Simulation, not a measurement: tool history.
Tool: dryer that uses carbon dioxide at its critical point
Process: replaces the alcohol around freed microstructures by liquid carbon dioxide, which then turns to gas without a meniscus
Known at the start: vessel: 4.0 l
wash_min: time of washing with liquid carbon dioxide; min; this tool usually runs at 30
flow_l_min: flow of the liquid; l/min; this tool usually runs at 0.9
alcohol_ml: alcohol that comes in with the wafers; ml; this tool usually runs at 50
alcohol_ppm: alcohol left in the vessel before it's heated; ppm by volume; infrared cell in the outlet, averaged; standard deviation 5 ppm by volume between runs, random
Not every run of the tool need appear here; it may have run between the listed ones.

run 1 hour=0 | wash_min=30 flow_l_min=0.9 alcohol_ml=50 | alcohol_ppm=104
run 2 hour=7.8 | wash_min=30 flow_l_min=0.9 alcohol_ml=50 | alcohol_ppm=80
run 3 hour=18.5 | wash_min=30 flow_l_min=0.9 alcohol_ml=50 | alcohol_ppm=103
run 4 hour=30 | wash_min=20 flow_l_min=0.9 alcohol_ml=50 | alcohol_ppm=297
run 5 hour=44.7 | wash_min=20 flow_l_min=0.9 alcohol_ml=50 | alcohol_ppm=287
run 6 hour=53.2 | wash_min=20 flow_l_min=0.9 alcohol_ml=50 | alcohol_ppm=294
run 7 hour=60.1 | wash_min=20 flow_l_min=0.9 alcohol_ml=50 | alcohol_ppm=299
run 8 hour=67.5 | wash_min=20 flow_l_min=0.9 alcohol_ml=50 | alcohol_ppm=310
run 9 hour=75.8 | wash_min=20 flow_l_min=0.9 alcohol_ml=50 | alcohol_ppm=313
run 10 hour=83.7 | wash_min=30 flow_l_min=0.852 alcohol_ml=50 | alcohol_ppm=125
run 11 hour=97.7 | wash_min=30 flow_l_min=0.852 alcohol_ml=50 | alcohol_ppm=134
run 12 hour=109.2 | wash_min=30 flow_l_min=0.852 alcohol_ml=50 | alcohol_ppm=120
run 13 hour=123.9 | wash_min=30 flow_l_min=0.643 alcohol_ml=39 | alcohol_ppm=217
run 14 hour=135.4 | wash_min=30 flow_l_min=0.643 alcohol_ml=39 | alcohol_ppm=223
run 15 hour=143.1 | wash_min=31 flow_l_min=0.583 alcohol_ml=51 | alcohol_ppm=321
run 16 hour=154.3 | wash_min=31 flow_l_min=0.583 alcohol_ml=51 | alcohol_ppm=339
run 17 hour=161.4 | wash_min=31 flow_l_min=0.582 alcohol_ml=51 | alcohol_ppm=336
run 18 hour=173.6 | wash_min=23 flow_l_min=1.089 alcohol_ml=31 | alcohol_ppm=132
run 19 hour=187.1 | wash_min=19 flow_l_min=1.253 alcohol_ml=111 | alcohol_ppm=289
run 20 hour=195.4 | wash_min=30 flow_l_min=0.8 alcohol_ml=50 | alcohol_ppm=173
run 21 hour=208.5 | wash_min=42 flow_l_min=0.879 alcohol_ml=28 | alcohol_ppm=112
run 22 hour=225.3 | wash_min=42 flow_l_min=0.879 alcohol_ml=28 | alcohol_ppm=105
run 23 hour=232.9 | wash_min=42 flow_l_min=0.879 alcohol_ml=28 | alcohol_ppm=100

Here are 5 independent what-if runs from the current tool condition. What would each one return?
run A hour=240.1 | wash_min=29 flow_l_min=0.776 alcohol_ml=50 | alcohol_ppm=?
run B hour=240.1 | wash_min=41 flow_l_min=0.9 alcohol_ml=90 | alcohol_ppm=?
run C hour=240.1 | wash_min=35 flow_l_min=0.879 alcohol_ml=28 | alcohol_ppm=?
run D hour=240.1 | wash_min=42 flow_l_min=0.82 alcohol_ml=59 | alcohol_ppm=?
run E hour=240.1 | wash_min=39 flow_l_min=1.24 alcohol_ml=46 | alcohol_ppm=?

run=A alcohol_ppm=216
run=B alcohol_ppm=112
run=C alcohol_ppm=117
run=D alcohol_ppm=113
run=E alcohol_ppm=101
Had the tool no hidden state, the same runs would have come out as:
run=A alcohol_ppm=72
run=B alcohol_ppm=10
run=C alcohol_ppm=17
run=D alcohol_ppm=13
run=E alcohol_ppm=6

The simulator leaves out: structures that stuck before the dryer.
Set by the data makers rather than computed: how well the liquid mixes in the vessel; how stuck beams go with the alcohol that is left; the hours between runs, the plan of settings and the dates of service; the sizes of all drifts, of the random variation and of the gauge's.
